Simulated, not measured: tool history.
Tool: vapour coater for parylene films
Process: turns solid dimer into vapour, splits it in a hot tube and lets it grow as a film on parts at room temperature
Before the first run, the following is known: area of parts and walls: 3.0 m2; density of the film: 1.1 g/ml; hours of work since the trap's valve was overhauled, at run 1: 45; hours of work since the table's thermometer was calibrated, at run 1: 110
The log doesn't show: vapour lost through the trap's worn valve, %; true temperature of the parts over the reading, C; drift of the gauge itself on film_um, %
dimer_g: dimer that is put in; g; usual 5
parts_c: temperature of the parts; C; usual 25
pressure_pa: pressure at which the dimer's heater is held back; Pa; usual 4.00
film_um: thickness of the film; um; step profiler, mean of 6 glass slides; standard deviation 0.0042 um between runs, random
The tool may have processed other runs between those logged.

run   hour  dimer_g  parts_c  pressure_pa  hours of work since the trap's valve was overhauled  hours of work since the table's thermometer was calibrated  film_um
  1    0.0        5       25         4.00                                                   45                                                         110    0.802
  2   11.3        5       25         4.00                                                   53                                                         118    0.787
  3   19.0        5       35         4.00                                                   59                                                         124    0.486
  4   34.0        5       35         4.00                                                   69                                                         135    0.482
  5   44.1        5       35         4.00                                                   77                                                         142    0.492
  6   53.7        5       25         5.17                                                   84                                                         149    0.769
  7   68.2        5       25         4.00                                                   94                                                         159    0.779
  8   80.0        5       25         4.00                                                  103                                                         168    0.779
  9   92.2        5       25         4.00                                                  111                                                         177    0.775
 10   98.5        6       25         4.00                                                  116                                                         181    0.934
 11  107.6        6       25         4.00                                                  122                                                         188    0.924
 12  115.4        6       25         4.00                                                  128                                                         194    0.925
 13  124.1        6       25         4.00                                                  134                                                         200    0.924
 14  135.2        5       25         4.00                                                  142                                                         208    0.764
 15  148.3        5       25         7.97                                                  152                                                         217    0.708
 16  158.0        5       25         7.97                                                  159                                                         224    0.706
 17  165.2        5       18         4.00                                                  164                                                         229    1.051
 18  172.9        9       18         4.00                                                  170                                                         235    1.907
 19  186.9        9       18         4.00                                                  180                                                         245    1.891
 20  197.8        9       18         4.00                                                  188                                                         253    1.892
 21  208.5        9       18         4.00                                                  195                                                         261    1.887
 22  220.9        9       18         4.00                                                  204                                                         270    1.875
 23  233.4        5       25         5.61                                                  213                                                         279    0.709
 24  240.0        5       25         5.61                                                  218                                                         283    0.713
     250.7  -- trap's valve overhauled
 25  251.7        4       25         6.32                                                    1                                                         289    0.621
 26  263.8        4       25         6.32                                                    9                                                         298    0.625
 27  272.9        4       18         4.32                                                   16                                                         304    0.903
 28  284.1        4       18         4.32                                                   24                                                         312    0.901
 29  292.0        4       18         4.32                                                   30                                                         318    0.896
 30  303.2        4       18         4.32                                                   38                                                         326    0.894
 31  312.3        4       25         4.00                                                   45                                                         333    0.643
 32  327.0        5       28         4.00                                                   55                                                         343    0.685
 33  333.5        5       28         4.00                                                   60                                                         348    0.693
 34  339.8        5       37         5.43                                                   64                                                         353    0.439
 35  349.4        8       17         5.02                                                   71                                                         359    1.820
 36  357.3        8       25         3.88                                                   77                                                         365    1.266
 37  372.0        5       20         4.00                                                   88                                                         376    0.995
 38  380.1        5       20         4.00                                                   93                                                         382    1.000
 39  390.5        2       33         4.40                                                  101                                                         389    0.215
 40  399.2        4       18         4.44                                                  107                                                         395    0.857
 41  409.1        5       25         6.58                                                  114                                                         403    0.736
 42  422.5        2       25         3.46                                                  124                                                         412    0.316
 43  433.9        2       25         3.46                                                  132                                                         420    0.313
 44  444.1        4       18         7.34                                                  140                                                         428    0.805
 45  457.5        5       21         2.83                                                  149                                                         437    0.965
 46  469.3        5       21         2.83                                                  158                                                         446    0.958

Hidden state or all else? Some run-to-run changes of film_um, split into what the settings, what came in and random variation would give without the hidden state, and what is left for the hidden state (with any gauge scatter that isn't in both results):
Run 17 -> 18: dimer_g 5 -> 9. film_um +0.856 um: hidden state -0.067, all else +0.923.
Run 22 -> 23: dimer_g 9 -> 5, parts_c 18 -> 25, pressure_pa 4.00 -> 5.61. film_um -1.166 um: hidden state +0.106, all else -1.272.
Run 24 -> 25: dimer_g 5 -> 4, pressure_pa 5.61 -> 6.32, trap's valve overhauled. film_um -0.092 um: hidden state +0.073, all else -0.165.
Run 34 -> 35: dimer_g 5 -> 8, parts_c 37 -> 17, pressure_pa 5.43 -> 5.02. film_um +1.381 um: hidden state -0.037, all else +1.418.
